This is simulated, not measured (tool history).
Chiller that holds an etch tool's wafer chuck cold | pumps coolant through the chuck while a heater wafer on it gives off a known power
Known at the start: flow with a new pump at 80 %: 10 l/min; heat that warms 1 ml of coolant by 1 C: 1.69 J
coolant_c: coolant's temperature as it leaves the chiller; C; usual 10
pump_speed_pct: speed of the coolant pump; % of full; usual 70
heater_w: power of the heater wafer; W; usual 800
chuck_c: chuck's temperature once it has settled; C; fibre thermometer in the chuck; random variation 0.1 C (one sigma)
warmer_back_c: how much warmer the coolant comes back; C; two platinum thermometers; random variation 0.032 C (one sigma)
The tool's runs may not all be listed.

run,hour,coolant_c,pump_speed_pct,heater_w,chuck_c,warmer_back_c
1,0.0,10,70,800,19.4,3.41
2,96.8,10,70,800,19.4,3.43
3,212.2,10,70,800,19.5,3.46
4,320.4,10,70,800,19.5,3.51
5,428.1,10,70,800,19.3,3.39
6,534.2,10,70,800,19.4,3.49
7,633.1,10,70,800,19.6,3.36
8,696.9,10,70,800,19.6,3.45
9,810.7,10,70,800,19.7,3.40
10,941.6,10,70,485,15.9,2.12
11,1058.9,10,70,485,15.9,2.12
12,1196.9,10,70,485,16.0,2.16
13,1278.2,10,70,485,16.2,2.14
14,1365.7,10,70,485,16.0,2.13
15,1466.2,2,70,800,12.1,3.50
16,1563.5,2,70,800,12.1,3.48
17,1670.1,12,97,609,18.2,1.84
18,1745.6,3,72,631,10.9,2.63
19,1884.7,3,72,631,11.0,2.72
20,2013.2,10,70,655,18.4,2.87
21,2110.6,18,70,473,24.1,2.05
22,2250.1,18,87,561,24.3,1.95
23,2394.3,10,70,580,17.7,2.54
# hour 2478.8: coolant changed, channels flushed
24,2520.5,15,93,787,21.6,2.56
25,2652.9,13,63,622,20.2,3.07
26,2780.3,10,61,1089,22.7,5.65
# hour 2829.0: chiller's thermometer calibrated
27,2914.8,10,61,1089,22.5,5.68
28,3026.7,10,61,1089,22.6,5.62
29,3106.3,10,61,1089,22.6,5.63
30,3179.2,16,78,423,20.1,1.70
31,3273.8,16,78,423,20.2,1.65
32,3403.7,13,74,636,19.4,2.69

Forecast each of these 3 alternatives for the next run:
A,3535.8,10,70,800,?,?
B,3535.8,13,83,1003,?,?
C,3535.8,18,86,1142,?,?

run,chuck_c,warmer_back_c
A,18.4,3.61
B,22.4,3.70
C,28.4,4.06
Without the tool's hidden state the same runs would have given:
run,chuck_c,warmer_back_c
A,17.7,3.32
B,21.6,3.40
C,27.5,3.73

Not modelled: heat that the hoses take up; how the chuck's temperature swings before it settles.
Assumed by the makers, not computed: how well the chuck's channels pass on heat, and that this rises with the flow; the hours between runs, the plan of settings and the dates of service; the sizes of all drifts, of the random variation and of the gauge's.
